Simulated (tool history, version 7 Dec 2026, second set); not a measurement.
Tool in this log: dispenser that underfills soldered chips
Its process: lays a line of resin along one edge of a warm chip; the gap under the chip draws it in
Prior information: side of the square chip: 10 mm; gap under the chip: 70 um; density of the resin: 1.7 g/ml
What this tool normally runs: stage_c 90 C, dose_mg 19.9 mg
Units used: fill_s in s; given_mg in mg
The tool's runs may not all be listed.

run	hour	stage_c	dose_mg	fill_s	given_mg
1	0	90	19.9	93.9	19.74
# hour 1.8: new syringe of resin
2	12.1	90	19.9	91.5	19.79
# hour 14.7: new syringe of resin
3	24.6	90	19.9	92.6	19.66
# hour 27.5: new syringe of resin
4	38.9	90	19.9	94.8	19.61
# hour 39.9: new syringe of resin
# hour 44.6: dispensing valve cleaned and set on the balance
5	50.9	90	19.9	91.1	19.72
# hour 53.6: new syringe of resin
6	59.3	99	19.9	60.8	19.72
# hour 66.4: new syringe of resin
7	69.8	99	19.9	57.1	19.79
8	76.7	82	19.9	118.3	19.7
# hour 79.2: new syringe of resin
9	83.7	90	21.8	79.7	21.42
10	90.7	90	21.8	94.8	21.45
# hour 92: new syringe of resin
# hour 104.3: new syringe of resin
11	105.4	90	21.8	71.4	21.46
# hour 116.7: new syringe of resin
# hour 119.3: dispensing valve cleaned and set on the balance
12	121.3	90	21.8	78	21.8
# hour 131.3: new syringe of resin
13	131.8	99	17.5	54.1	17.42
14	143.1	98	25.4	72.9	25.14
# hour 144.3: new syringe of resin
15	152.3	87	19.9	97.1	19.59
# hour 156.8: new syringe of resin
16	164	78	24.1	126.5	23.74
# hour 169.6: new syringe of resin
17	178.4	78	24.1	130	23.46
# hour 182.8: new syringe of resin
18	189.4	82	24.1	107.4	23.49
# hour 193.7: dispensing valve cleaned and set on the balance
# hour 196.7: new syringe of resin
19	200.6	79	17.6	114.5	17.63
20	208.4	95	22	76.2	21.91
# hour 209.7: new syringe of resin
# hour 222.1: new syringe of resin
21	222.2	105	19.8	42.4	19.58

Here are 5 independent what-if runs from the current tool condition. What would each one return?
A	229.1	91	17.5	?	?
B	229.1	90	18.5	?	?
C	229.1	101	22.6	?	?
D	229.1	105	17.1	?	?
E	229.1	104	18.3	?	?

run	fill_s	given_mg
A	81.7	17.38
B	82.8	18.25
C	57.4	22.44
D	52.1	16.92
E	53.2	18.1
Had the tool no hidden state, the same runs would have come out as:
run	fill_s	given_mg
A	76.2	17.59
B	77.3	18.47
C	53.4	22.71
D	48.3	17.13
E	49.3	18.32

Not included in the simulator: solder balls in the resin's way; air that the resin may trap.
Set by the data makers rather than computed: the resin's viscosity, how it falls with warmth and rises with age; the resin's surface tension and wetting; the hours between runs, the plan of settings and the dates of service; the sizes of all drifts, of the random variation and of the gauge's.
